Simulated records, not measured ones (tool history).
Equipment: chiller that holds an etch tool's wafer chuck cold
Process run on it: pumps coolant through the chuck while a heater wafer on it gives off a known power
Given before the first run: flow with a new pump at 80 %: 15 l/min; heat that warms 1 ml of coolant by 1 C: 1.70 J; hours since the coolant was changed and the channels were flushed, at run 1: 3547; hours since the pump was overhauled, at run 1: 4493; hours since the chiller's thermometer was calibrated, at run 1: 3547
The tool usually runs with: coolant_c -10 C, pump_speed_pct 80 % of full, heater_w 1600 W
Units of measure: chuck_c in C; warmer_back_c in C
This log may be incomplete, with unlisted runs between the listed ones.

run	day	coolant_c	pump_speed_pct	heater_w	hours since the coolant was changed and the channels were flushed	hours since the pump was overhauled	hours since the chiller's thermometer was calibrated	chuck_c	warmer_back_c
1	0.000	-10	80	1600	3547	4493	3547	7.2	4.14
2	2.867	-10	80	1600	3616	4562	3616	7.1	4.08
3	6.900	-10	80	1600	3712	4659	3712	7.0	4.10
4	13.075	-10	80	1600	3861	4807	3861	7.1	4.13
5	19.338	-10	80	1600	4011	4957	4011	7.3	4.12
6	22.233	-10	80	1600	4080	5027	4080	7.4	4.14
# day 22.712: chiller's thermometer calibrated
7	27.521	-10	80	1600	4206	5153	115	7.3	4.13
8	30.462	-19	80	1600	4277	5223	186	-2.0	4.18
9	33.850	-19	80	1600	4358	5305	267	-1.9	4.15
10	39.717	-19	80	1600	4499	5446	408	-1.6	4.16
11	43.929	-19	80	1600	4600	5547	509	-1.7	4.13
# day 47.038: chiller's thermometer calibrated, once more
12	48.096	-10	80	1600	4699	5646	25	8.3	4.18
13	52.325	-10	80	1600	4801	5747	127	8.3	4.17
14	57.708	-16	85	905	4930	5876	256	-6.2	2.26
15	64.025	-3	85	871	5082	6028	408	6.5	2.18

Run 16 has not been measured yet. What should we expect?
16	67.971	-3	85	871	5176	6123	502	?	?

{"run 16": {"chuck_c": 6.7, "warmer_back_c": 2.21}}
With the hidden condition absent and the run-to-run variation left alone, this run would have shown chuck_c 4.9 C, warmer_back_c 1.98 C.
